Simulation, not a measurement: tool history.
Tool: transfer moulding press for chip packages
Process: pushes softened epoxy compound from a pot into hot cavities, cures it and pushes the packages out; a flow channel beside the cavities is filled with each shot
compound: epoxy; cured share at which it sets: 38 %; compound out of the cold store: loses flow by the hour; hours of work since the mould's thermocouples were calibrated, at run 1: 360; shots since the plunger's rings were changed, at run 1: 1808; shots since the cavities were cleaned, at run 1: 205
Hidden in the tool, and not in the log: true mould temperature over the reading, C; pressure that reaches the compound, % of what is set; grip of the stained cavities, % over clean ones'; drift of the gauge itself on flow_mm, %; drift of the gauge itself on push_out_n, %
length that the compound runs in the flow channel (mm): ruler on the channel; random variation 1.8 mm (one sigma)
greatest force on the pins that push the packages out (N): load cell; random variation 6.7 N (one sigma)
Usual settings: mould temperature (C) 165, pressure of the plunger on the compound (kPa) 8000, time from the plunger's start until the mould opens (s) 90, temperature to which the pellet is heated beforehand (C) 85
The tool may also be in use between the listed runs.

| run | day | mould temperature (C) | pressure of the plunger on the compound (kPa) | time from the plunger's start until the mould opens (s) | temperature to which the pellet is heated beforehand (C) | hours of work since the mould's thermocouples were calibrated | shots since the plunger's rings were changed | shots since the cavities were cleaned | incoming compound's hours out of the cold store | length that the compound runs in the flow channel (mm) | greatest force on the pins that push the packages out (N) |
|---|---|---|---|---|---|---|---|---|---|---|---|
| 1 | 0.000 | 165 | 8000 | 90 | 85 | 360 | 1808 | 205 | 37.1 | 768 | 341 |
| 2 | 0.788 | 165 | 8000 | 90 | 85 | 368 | 1954 | 351 | 34.9 | 770 | 386 |
|  | 1.171 | cavities cleaned with cleaning compound and waxed |
| 3 | 1.662 | 165 | 8000 | 90 | 85 | 376 | 2105 | 91 | 42.1 | 760 | 465 |
| 4 | 2.504 | 165 | 8000 | 92 | 85 | 385 | 2260 | 246 | 45.9 | 748 | 458 |
|  | 3.425 | cavities cleaned with cleaning compound and waxed |
| 5 | 3.438 | 165 | 8000 | 92 | 85 | 394 | 2422 | 3 | 41.9 | 752 | 263 |
|  | 3.996 | mould's thermocouples calibrated |
| 6 | 4.308 | 165 | 8000 | 92 | 85 | 3 | 2567 | 148 | 41.4 | 756 | 325 |
| 7 | 4.733 | 165 | 8000 | 90 | 93 | 8 | 2646 | 227 | 8.1 | 821 | 358 |
|  | 5.733 | cavities cleaned with cleaning compound and waxed |
| 8 | 5.733 | 165 | 6720 | 90 | 85 | 17 | 2820 | 0 | 34.2 | 702 | 288 |
|  | 6.546 | cavities cleaned with cleaning compound and waxed, once more |
| 9 | 6.612 | 157 | 8000 | 90 | 85 | 25 | 2971 | 12 | 45.0 | 774 | 492 |
| 10 | 7.325 | 160 | 8000 | 90 | 85 | 33 | 3103 | 144 | 23.4 | 803 | 510 |
| 11 | 8.258 | 160 | 8000 | 90 | 85 | 42 | 3276 | 317 | 27.1 | 796 | 579 |
|  | 8.788 | cavities cleaned with cleaning compound and waxed |
| 12 | 9.183 | 172 | 8000 | 90 | 85 | 51 | 3435 | 73 | 38.9 | 728 | 217 |
| 13 | 9.646 | 172 | 8000 | 90 | 85 | 56 | 3521 | 159 | 20.2 | 762 | 241 |
| 14 | 10.254 | 172 | 8000 | 90 | 85 | 62 | 3634 | 272 | 44.1 | 719 | 262 |
| 15 | 10.800 | 163 | 9080 | 90 | 95 | 68 | 3735 | 373 | 14.6 | 851 | 456 |
|  | 11.058 | cavities cleaned with cleaning compound and waxed |
| 16 | 11.683 | 158 | 8460 | 95 | 90 | 76 | 3887 | 115 | 16.0 | 839 | 501 |
|  | 11.925 | plunger's sealing rings changed |
| 17 | 12.733 | 160 | 8610 | 115 | 94 | 86 | 149 | 290 | 41.1 | 824 | 311 |
|  | 13.433 | cavities cleaned with cleaning compound and waxed |
| 18 | 13.483 | 167 | 6560 | 115 | 82 | 93 | 277 | 10 | 36.7 | 704 | 188 |
| 19 | 14.188 | 165 | 8000 | 80 | 85 | 100 | 407 | 140 | 24.5 | 806 | 449 |
| 20 | 15.000 | 169 | 6130 | 117 | 87 | 108 | 557 | 290 | 11.8 | 710 | 241 |
| 21 | 15.508 | 169 | 6130 | 117 | 87 | 114 | 652 | 385 | 12.4 | 710 | 255 |
|  | 15.662 | cavities cleaned with cleaning compound and waxed |
| 22 | 16.479 | 169 | 6130 | 117 | 93 | 123 | 820 | 151 | 28.1 | 676 | 211 |
| 23 | 17.104 | 169 | 6130 | 84 | 93 | 129 | 935 | 266 | 47.9 | 649 | 303 |
| 24 | 17.667 | 165 | 8670 | 82 | 88 | 135 | 1040 | 371 | 42.0 | 796 | 463 |
|  | 17.929 | cavities cleaned with cleaning compound and waxed |
| 25 | 18.525 | 165 | 8330 | 82 | 88 | 143 | 1187 | 110 | 36.9 | 787 | 395 |
| 26 | 19.346 | 165 | 8330 | 82 | 88 | 152 | 1339 | 262 | 33.4 | 796 | 436 |
|  | 20.183 | cavities cleaned with cleaning compound and waxed |
| 27 | 20.271 | 172 | 6930 | 125 | 89 | 160 | 1499 | 17 | 32.5 | 701 | 171 |
| 28 | 20.983 | 165 | 6440 | 126 | 92 | 168 | 1631 | 149 | 31.1 | 698 | 216 |

Forecast each of these 4 alternatives for the next run:
| A | 21.562 | 172 | 8000 | 90 | 85 | 174 | 1738 | 256 | 45.4 | ? | ? |
| B | 21.562 | 158 | 8510 | 126 | 93 | 174 | 1738 | 256 | 36.0 | ? | ? |
| C | 21.562 | 171 | 8000 | 83 | 87 | 174 | 1738 | 256 | 18.8 | ? | ? |
| D | 21.562 | 168 | 6590 | 110 | 85 | 174 | 1738 | 256 | 20.7 | ? | ? |

| run | length that the compound runs in the flow channel (mm) | greatest force on the pins that push the packages out (N) |
|---|---|---|
| A | 731 | 248 |
| B | 824 | 290 |
| C | 782 | 300 |
| D | 717 | 234 |
Without the tool's hidden state the same runs would have given:
| run | length that the compound runs in the flow channel (mm) | greatest force on the pins that push the packages out (N) |
|---|---|---|
| A | 746 | 193 |
| B | 841 | 226 |
| C | 799 | 235 |
| D | 732 | 181 |
